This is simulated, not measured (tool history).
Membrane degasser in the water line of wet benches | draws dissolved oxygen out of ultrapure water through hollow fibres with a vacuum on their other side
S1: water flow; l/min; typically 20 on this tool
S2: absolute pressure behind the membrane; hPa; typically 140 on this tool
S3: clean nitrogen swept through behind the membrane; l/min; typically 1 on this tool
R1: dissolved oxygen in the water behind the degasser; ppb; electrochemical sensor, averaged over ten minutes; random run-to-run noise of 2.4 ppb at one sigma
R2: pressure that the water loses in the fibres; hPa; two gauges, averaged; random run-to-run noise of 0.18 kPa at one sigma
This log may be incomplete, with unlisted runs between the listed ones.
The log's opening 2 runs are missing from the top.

run,hour,S1,S2,S3,R1,R2
3,176.4,20,140,1,489.2,341.4
4,226.8,20,140,1,491,342.9
5,270,20,242,1,885.2,337.9
6,323.2,20,242,1,887.9,338.7
7,384.8,20,242,1,888.4,338.7
8,434,20,242,1,886.8,339
9,511.7,20,140,1,489.9,340
# hour 552.8: seals of the vacuum lines changed
10,583.2,20,140,1,478.5,340.9
11,652.6,20,140,1,482.4,340.2
12,716.3,20,140,1,479.4,341.4
13,807.2,20,140,1,481.1,340.6
14,901.3,20,140,1,483.5,342.7
15,990.4,20,140,1,482.9,341.8
16,1083.7,20,140,1,481.2,340.3
17,1151.5,29,102,2.91,230.8,493
# hour 1160.2: vacuum gauge calibrated
18,1210,21,140,1,509.1,358.3
19,1254.3,21,140,1,507.5,354.9
20,1342.6,15,173,0.53,795.3,257.3
21,1413.2,15,173,0.53,792.7,259.4
22,1481.2,19,231,0.51,1328.5,326.6

What will run 23 give?
23,1525,26,332,1.43,?,?

{"run 23": {"R1": 1135.3, "R2": 446.6}}
If the tool had no hidden condition, the same run with the same run-to-run variation would have returned R1 1125.5 ppb, R2 438.4 hPa.

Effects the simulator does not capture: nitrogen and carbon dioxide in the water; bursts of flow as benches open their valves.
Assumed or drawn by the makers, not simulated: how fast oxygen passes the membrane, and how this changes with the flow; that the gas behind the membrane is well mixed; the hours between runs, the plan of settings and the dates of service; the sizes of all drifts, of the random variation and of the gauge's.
